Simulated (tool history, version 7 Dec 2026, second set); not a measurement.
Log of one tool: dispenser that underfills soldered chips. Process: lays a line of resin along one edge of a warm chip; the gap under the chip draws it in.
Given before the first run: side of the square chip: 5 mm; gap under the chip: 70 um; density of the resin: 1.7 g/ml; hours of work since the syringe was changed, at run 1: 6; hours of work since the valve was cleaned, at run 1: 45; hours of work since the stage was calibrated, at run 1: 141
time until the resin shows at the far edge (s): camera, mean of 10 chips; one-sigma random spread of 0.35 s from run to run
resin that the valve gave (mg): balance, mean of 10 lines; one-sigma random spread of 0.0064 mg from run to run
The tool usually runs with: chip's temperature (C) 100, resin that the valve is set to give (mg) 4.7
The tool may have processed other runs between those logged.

run	hour	chip's temperature (C)	resin that the valve is set to give (mg)	hours of work since the syringe was changed	hours of work since the valve was cleaned	hours of work since the stage was calibrated	time until the resin shows at the far edge (s)	resin that the valve gave (mg)
1	0	100	4.7	6	45	141	30.6	4.59
# hour 2.7: new syringe of resin
2	7.3	100	4.7	3	50	146	23.4	4.589
3	12.8	100	4.7	6	53	149	30.8	4.568
# hour 15.2: new syringe of resin
4	17.4	96	4.7	1	56	152	24.2	4.583
5	20.6	94	4.7	3	58	154	30.4	4.574
# hour 23.3: dispensing valve cleaned and set on the balance
6	25.2	103	4.7	6	1	156	28.1	4.691
# hour 28.8: new syringe of resin
7	32.4	103	4.7	2	6	161	20.8	4.695
8	36.2	103	4.7	5	8	163	25.2	4.676
# hour 41.8: new syringe of resin
9	43	103	4.7	1	12	167	18.3	4.667
10	48.5	103	4.7	4	16	171	23.9	4.677
11	53.2	100	4.7	7	19	174	33.9	4.651
# hour 54.5: new syringe of resin
12	60	87	5.24	4	23	178	36.2	5.17
13	64.4	100	4.44	6	26	181	31.2	4.388
# hour 67.5: new syringe of resin
14	70.7	100	4.44	2	30	185	22.2	4.368
15	74.9	100	4.35	5	32	188	28.1	4.285
16	79	112	4.38	7	35	190	23.9	4.312
# hour 80.3: new syringe of resin
17	85.4	112	4.38	3	39	194	17.4	4.298
18	90.1	112	4.38	6	42	197	22.4	4.298
# hour 93.1: new syringe of resin
19	95.6	110	4.38	2	45	200	16.5	4.289
20	101.9	110	4.38	6	49	205	23.1	4.277
# hour 105.7: new syringe of resin
21	107	105	4.88	1	52	208	17.9	4.755

Table of differences, measured result less the result of that run with no hidden state. Run-to-run variation is the same in both. Gauge scatter possibly is not:
Unlogged tool condition in this case: resin's viscosity, % of fresh resin's; dose that the valve gives, % of what is set; true chip temperature over the reading, C; drift of the gauge itself on fill_s, %; drift of the gauge itself on given_mg, %.
run	time until the resin shows at the far edge (s)	resin that the valve gave (mg)
1	+12	-0.103
2	+4.9	-0.113
3	+12.5	-0.121
4	+3.3	-0.127
5	+8.2	-0.132
6	+10.9	-0.005
7	+3.5	-0.015
8	+7.8	-0.02
9	+1.3	-0.029
10	+7.2	-0.037
11	+15.2	-0.043
12	+9.2	-0.059
13	+12.6	-0.055
14	+2.9	-0.064
15	+8.4	-0.067
16	+10.4	-0.074
17	+4	-0.081
18	+8.6	-0.087
19	+2	-0.093
20	+8.3	-0.101
21	+1.2	-0.119
